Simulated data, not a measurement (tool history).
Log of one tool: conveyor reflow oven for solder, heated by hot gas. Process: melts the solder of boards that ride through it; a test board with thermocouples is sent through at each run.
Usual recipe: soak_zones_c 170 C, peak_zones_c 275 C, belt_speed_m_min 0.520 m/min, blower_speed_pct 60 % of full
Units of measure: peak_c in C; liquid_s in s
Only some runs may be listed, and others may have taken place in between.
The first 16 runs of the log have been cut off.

run,hour,soak_zones_c,peak_zones_c,belt_speed_m_min,blower_speed_pct,hours of work since the flux was cleaned out,hours of work since the belt drive was overhauled,hours of work since the thermocouples were changed,peak_c,liquid_s
# hour 143.7: flux residue cleaned out of gas plates and filters
17,148.3,155,275,0.474,85,3,448,298,264.5,60.9
18,155.2,155,275,0.526,85,9,453,303,261.1,52.2
19,161.9,180,275,0.483,60,14,458,308,263.0,64.9
20,167.4,180,275,0.483,60,18,462,312,262.1,64.9
21,172.4,171,275,0.579,51,21,466,316,252.5,44.3
22,183.2,171,275,0.579,51,30,474,324,252.7,45.5
23,193.0,171,275,0.570,51,37,481,331,253.3,46.2
24,202.0,171,275,0.570,51,44,488,338,253.4,45.5
25,208.7,170,275,0.520,51,49,493,343,257.1,52.9
26,214.2,176,287,0.474,76,53,497,347,276.5,71.2
27,222.5,182,282,0.606,61,59,503,353,261.8,51.3
28,232.5,182,282,0.606,61,66,511,361,261.0,51.1
29,242.4,170,290,0.520,56,74,518,368,271.6,61.4
30,251.6,177,289,0.520,54,81,525,375,271.8,63.3

Here are 5 independent what-if runs from the current tool condition. What would each one return?
A,262.7,170,275,0.541,60,89,533,383,?,?
B,262.7,177,289,0.612,54,89,533,383,?,?
C,262.7,161,289,0.520,54,89,533,383,?,?
D,262.7,170,275,0.520,51,89,533,383,?,?
E,262.7,177,283,0.520,62,89,533,383,?,?

run,peak_c,liquid_s
A,257.8,51.5
B,264.3,50.0
C,268.4,56.4
D,256.1,52.8
E,267.6,61.2
The same runs, with their run-to-run variation unchanged, on a tool lacking any hidden condition would have given:
run,peak_c,liquid_s
A,257.8,51.6
B,264.4,50.0
C,268.4,56.4
D,256.1,52.9
E,267.6,61.2
